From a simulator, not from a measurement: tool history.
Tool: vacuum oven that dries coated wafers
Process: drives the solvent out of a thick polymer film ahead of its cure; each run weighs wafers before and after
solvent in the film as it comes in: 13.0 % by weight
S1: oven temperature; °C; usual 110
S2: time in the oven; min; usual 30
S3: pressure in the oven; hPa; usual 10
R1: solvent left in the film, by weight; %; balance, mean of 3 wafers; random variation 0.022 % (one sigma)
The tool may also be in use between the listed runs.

| run | hour | S1 | S2 | S3 | R1 |
|---|---|---|---|---|---|
| 1 | 0 | 110 | 30 | 10 | 0.75 |
| 2 | 62.1 | 110 | 30 | 10 | 0.77 |
| 3 | 114.4 | 110 | 30 | 10 | 0.78 |
|  | 194.3 | oven's thermocouples calibrated |
| 4 | 210.8 | 110 | 46 | 10 | 0.45 |
| 5 | 266.8 | 110 | 46 | 10 | 0.44 |
| 6 | 348.6 | 110 | 46 | 26.8 | 0.99 |
| 7 | 407.5 | 110 | 35 | 26.8 | 1.17 |
| 8 | 476.2 | 110 | 30 | 10 | 0.79 |
| 9 | 560.6 | 110 | 30 | 10 | 0.8 |
| 10 | 652 | 118 | 30 | 10 | 0.32 |
| 11 | 725 | 118 | 30 | 10 | 0.35 |
| 12 | 797.1 | 110 | 30 | 10 | 0.8 |
| 13 | 869.9 | 117 | 26 | 39.6 | 1.19 |
| 14 | 968.1 | 102 | 16 | 17.6 | 4.22 |
| 15 | 1027 | 115 | 16 | 7 | 1.27 |
|  | 1037.1 | vacuum gauge cleaned of residue and calibrated |
| 16 | 1110.2 | 97 | 22 | 10 | 4.09 |
| 17 | 1155.3 | 121 | 26 | 13.6 | 0.45 |
| 18 | 1245.5 | 121 | 26 | 13.6 | 0.41 |
|  | 1252.8 | oven's thermocouples calibrated |
| 19 | 1318 | 104 | 33 | 5.3 | 1.3 |
|  | 1327.8 | vacuum gauge cleaned of residue and calibrated, once more |
| 20 | 1401.2 | 104 | 33 | 5.3 | 1.19 |
| 21 | 1469.1 | 96 | 17 | 10 | 5.27 |
| 22 | 1548.3 | 109 | 32 | 10 | 0.77 |
| 23 | 1617.6 | 110 | 40 | 10.6 | 0.51 |

3 ways to go on from here, each from the tool as it stands after run 23. What would each give?
| A | 1715.1 | 125 | 35 | 10 | ? |
| B | 1715.1 | 117 | 30 | 29.4 | ? |
| C | 1715.1 | 110 | 40 | 5.3 | ? |

| run | R1 |
|---|---|
| A | 0.21 |
| B | 0.86 |
| C | 0.33 |
Without the tool's hidden state the same runs would have given:
| run | R1 |
|---|---|
| A | 0.21 |
| B | 0.86 |
| C | 0.32 |
